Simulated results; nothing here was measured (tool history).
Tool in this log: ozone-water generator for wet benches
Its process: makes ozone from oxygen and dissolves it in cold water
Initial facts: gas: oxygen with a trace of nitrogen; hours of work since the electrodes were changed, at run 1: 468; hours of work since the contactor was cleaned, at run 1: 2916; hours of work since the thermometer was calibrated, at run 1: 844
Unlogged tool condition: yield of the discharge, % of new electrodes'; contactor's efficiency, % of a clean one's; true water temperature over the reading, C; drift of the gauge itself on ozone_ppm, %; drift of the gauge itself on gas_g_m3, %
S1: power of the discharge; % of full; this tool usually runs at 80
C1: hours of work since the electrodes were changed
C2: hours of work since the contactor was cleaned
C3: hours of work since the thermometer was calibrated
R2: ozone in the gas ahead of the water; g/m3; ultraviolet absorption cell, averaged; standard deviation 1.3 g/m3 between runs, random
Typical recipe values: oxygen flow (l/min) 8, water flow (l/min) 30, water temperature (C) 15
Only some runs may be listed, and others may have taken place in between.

run 1 hour=0 | S1=80 oxygen_flow_(l/min)=8 water_flow_(l/min)=30 water_temperature_(C)=15 | C1=468 C2=2916 C3=844 | dissolved_ozone_(ppm)=28 R2=243.2
run 2 hour=140.3 | S1=80 oxygen_flow_(l/min)=8 water_flow_(l/min)=30 water_temperature_(C)=15 | C1=583 C2=3031 C3=959 | dissolved_ozone_(ppm)=27.5 R2=245.1
run 3 hour=237.8 | S1=80 oxygen_flow_(l/min)=8 water_flow_(l/min)=19 water_temperature_(C)=15 | C1=663 C2=3111 C3=1040 | dissolved_ozone_(ppm)=38.6 R2=245.4
run 4 hour=349.8 | S1=80 oxygen_flow_(l/min)=8 water_flow_(l/min)=30 water_temperature_(C)=10 | C1=756 C2=3204 C3=1132 | dissolved_ozone_(ppm)=29.4 R2=246.1
run 5 hour=463.3 | S1=80 oxygen_flow_(l/min)=8 water_flow_(l/min)=30 water_temperature_(C)=10 | C1=849 C2=3297 C3=1225 | dissolved_ozone_(ppm)=28.7 R2=242.7
run 6 hour=567.9 | S1=80 oxygen_flow_(l/min)=4.64 water_flow_(l/min)=30 water_temperature_(C)=15 | C1=935 C2=3383 C3=1311 | dissolved_ozone_(ppm)=25.7 R2=316.9
-- hour=581.9 contactor cleaned
run 7 hour=665.3 | S1=80 oxygen_flow_(l/min)=4.64 water_flow_(l/min)=30 water_temperature_(C)=15 | C1=1012 C2=69 C3=1388 | dissolved_ozone_(ppm)=24.8 R2=317.7
run 8 hour=745.4 | S1=80 oxygen_flow_(l/min)=4.64 water_flow_(l/min)=30 water_temperature_(C)=15 | C1=1078 C2=135 C3=1454 | dissolved_ozone_(ppm)=24.9 R2=317.7
run 9 hour=818.8 | S1=80 oxygen_flow_(l/min)=8 water_flow_(l/min)=30 water_temperature_(C)=15 | C1=1138 C2=195 C3=1515 | dissolved_ozone_(ppm)=26.8 R2=241.8
run 10 hour=968.6 | S1=80 oxygen_flow_(l/min)=8 water_flow_(l/min)=42 water_temperature_(C)=12 | C1=1262 C2=318 C3=1638 | dissolved_ozone_(ppm)=20.5 R2=242.8
run 11 hour=1068.8 | S1=80 oxygen_flow_(l/min)=4.04 water_flow_(l/min)=30 water_temperature_(C)=7 | C1=1344 C2=401 C3=1720 | dissolved_ozone_(ppm)=25.6 R2=338.3
run 12 hour=1174.8 | S1=42 oxygen_flow_(l/min)=4.04 water_flow_(l/min)=20 water_temperature_(C)=19 | C1=1431 C2=488 C3=1808 | dissolved_ozone_(ppm)=23.3 R2=242.6
run 13 hour=1315.4 | S1=60 oxygen_flow_(l/min)=5.4 water_flow_(l/min)=19 water_temperature_(C)=12 | C1=1547 C2=604 C3=1923 | dissolved_ozone_(ppm)=32.4 R2=253.6
run 14 hour=1467.6 | S1=60 oxygen_flow_(l/min)=5.4 water_flow_(l/min)=35 water_temperature_(C)=14 | C1=1672 C2=729 C3=2049 | dissolved_ozone_(ppm)=18.8 R2=252.4
run 15 hour=1548.6 | S1=84 oxygen_flow_(l/min)=6.75 water_flow_(l/min)=35 water_temperature_(C)=14 | C1=1739 C2=796 C3=2115 | dissolved_ozone_(ppm)=23.2 R2=266.5
-- hour=1608.9 contactor cleaned, once more
run 16 hour=1718.4 | S1=84 oxygen_flow_(l/min)=6.75 water_flow_(l/min)=35 water_temperature_(C)=14 | C1=1876 C2=90 C3=2252 | dissolved_ozone_(ppm)=24.8 R2=265.9
run 17 hour=1853.1 | S1=55 oxygen_flow_(l/min)=6.75 water_flow_(l/min)=23 water_temperature_(C)=14 | C1=1986 C2=201 C3=2363 | dissolved_ozone_(ppm)=27.6 R2=214.7
run 18 hour=1937.2 | S1=50 oxygen_flow_(l/min)=8 water_flow_(l/min)=30 water_temperature_(C)=15 | C1=2056 C2=270 C3=2432 | dissolved_ozone_(ppm)=21.7 R2=188.4

What if the next run were any one of these 5? Each begins from the tool's condition after run 18:
run A hour=2070.2 | S1=100 oxygen_flow_(l/min)=8 water_flow_(l/min)=23 water_temperature_(C)=7 | C1=2165 C2=380 C3=2541 | dissolved_ozone_(ppm)=? R2=?
run B hour=2070.2 | S1=43 oxygen_flow_(l/min)=4.92 water_flow_(l/min)=23 water_temperature_(C)=15 | C1=2165 C2=380 C3=2541 | dissolved_ozone_(ppm)=? R2=?
run C hour=2070.2 | S1=50 oxygen_flow_(l/min)=10.64 water_flow_(l/min)=30 water_temperature_(C)=15 | C1=2165 C2=380 C3=2541 | dissolved_ozone_(ppm)=? R2=?
run D hour=2070.2 | S1=77 oxygen_flow_(l/min)=8 water_flow_(l/min)=19 water_temperature_(C)=7 | C1=2165 C2=380 C3=2541 | dissolved_ozone_(ppm)=? R2=?
run E hour=2070.2 | S1=78 oxygen_flow_(l/min)=8 water_flow_(l/min)=23 water_temperature_(C)=15 | C1=2165 C2=380 C3=2541 | dissolved_ozone_(ppm)=? R2=?

run=A dissolved_ozone_(ppm)=42 R2=263
run=B dissolved_ozone_(ppm)=23.7 R2=223.8
run=C dissolved_ozone_(ppm)=21.7 R2=165.8
run=D dissolved_ozone_(ppm)=41.3 R2=231.6
run=E dissolved_ozone_(ppm)=32.7 R2=234.1
With no hidden state in the tool, these same runs would have given:
run=A dissolved_ozone_(ppm)=44.7 R2=276.7
run=B dissolved_ozone_(ppm)=24.8 R2=231.2
run=C dissolved_ozone_(ppm)=22.8 R2=171.8
run=D dissolved_ozone_(ppm)=43.6 R2=242.3
run=E dissolved_ozone_(ppm)=34.7 R2=245
